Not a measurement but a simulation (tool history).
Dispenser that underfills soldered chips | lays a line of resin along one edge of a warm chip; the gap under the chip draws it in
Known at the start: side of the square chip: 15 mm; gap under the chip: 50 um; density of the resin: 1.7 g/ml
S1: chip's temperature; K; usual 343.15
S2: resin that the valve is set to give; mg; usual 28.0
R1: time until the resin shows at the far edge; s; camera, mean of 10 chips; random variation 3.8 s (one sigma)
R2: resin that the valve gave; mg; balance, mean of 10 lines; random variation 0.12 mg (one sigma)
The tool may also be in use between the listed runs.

run,hour,S1,S2,R1,R2
1,0.0,343.15,28.0,832.8,26.43
# hour 0.8: new syringe of resin
# hour 2.2: dispensing valve cleaned and set on the balance
2,5.9,343.15,28.0,515.3,28.06
3,10.2,343.15,28.0,689.9,27.91
# hour 13.7: new syringe of resin
4,16.4,354.15,28.0,284.9,27.90
5,22.2,354.15,28.0,427.2,27.76
# hour 25.9: new syringe of resin
6,26.7,354.15,28.0,246.4,27.97
7,32.5,343.15,36.0,611.2,35.96
8,36.7,343.15,27.7,841.3,27.39
# hour 38.1: new syringe of resin
9,41.6,343.15,27.7,497.8,27.28
10,46.7,343.15,27.7,707.9,27.16
# hour 50.1: new syringe of resin
11,51.2,343.15,27.7,435.5,27.06
12,54.2,343.15,27.7,538.7,26.96
13,60.4,343.15,27.7,841.3,27.09
# hour 62.4: new syringe of resin
14,66.5,343.15,28.0,525.9,27.18
15,71.6,343.15,28.0,750.0,27.37
# hour 74.5: new syringe of resin
16,77.5,343.15,28.0,501.1,27.26
17,82.1,343.15,28.0,669.6,27.26
18,85.3,343.15,28.0,832.0,26.83
# hour 86.4: new syringe of resin
19,90.9,348.15,27.2,440.3,26.18
20,95.8,346.15,28.0,663.7,26.86
# hour 98.3: new syringe of resin
21,102.1,343.15,25.8,530.8,24.69
22,108.3,342.15,27.2,835.7,25.89
# hour 110.6: new syringe of resin
23,114.4,344.15,32.5,488.9,30.69
24,119.6,354.15,31.8,442.3,29.90
# hour 122.7: new syringe of resin
25,125.1,342.15,36.3,490.8,34.18
26,128.9,351.15,35.6,412.7,33.53
27,131.8,332.15,30.3,1285.9,28.76
# hour 133.7: dispensing valve cleaned and set on the balance
# hour 135.7: new syringe of resin
28,138.7,332.15,30.3,842.1,30.17
29,145.1,352.15,34.4,496.8,34.46
# hour 147.8: new syringe of resin
30,148.8,331.15,31.2,775.5,31.17
31,153.4,334.15,35.9,914.9,35.67
32,156.5,334.15,35.9,1129.7,35.84
# hour 159.9: new syringe of resin
33,161.6,332.15,27.5,800.9,27.33
34,167.0,344.15,25.7,653.1,25.43
35,171.0,344.15,25.7,862.8,25.19
# hour 171.8: new syringe of resin
36,176.1,344.15,25.7,532.6,25.28

Measured less the same run without the tool's hidden state. The same run-to-run variation is in both; the gauge's scatter may not be:
The hidden state here: resin's viscosity, % of fresh resin's; dose that the valve gives, % of what is set; true chip temperature over the reading, C; drift of the gauge itself on fill_s, %; drift of the gauge itself on given_mg, %.
run,R1,R2
1,+460.8,-1.67
2,+138.1,-0.01
3,+316.0,-0.07
4,+60.3,-0.14
5,+202.3,-0.21
6,+23.1,-0.27
7,+242.4,-0.44
8,+463.1,-0.40
9,+124.0,-0.46
10,+336.2,-0.53
11,+57.5,-0.59
12,+160.0,-0.62
13,+457.3,-0.71
14,+148.8,-0.78
15,+372.5,-0.86
16,+118.2,-0.93
17,+296.4,-1.00
18,+460.8,-1.03
19,+138.0,-1.07
20,+340.3,-1.16
21,+149.0,-1.14
22,+444.0,-1.28
23,+138.6,-1.61
24,+220.4,-1.64
25,+98.8,-1.98
26,+160.0,-2.01
27,+649.6,-1.76
28,+199.9,+0.02
29,+250.9,-0.09
30,+107.5,-0.12
31,+343.5,-0.22
32,+557.5,-0.28
33,+154.6,-0.27
34,+289.5,-0.31
35,+497.2,-0.35
36,+169.4,-0.40
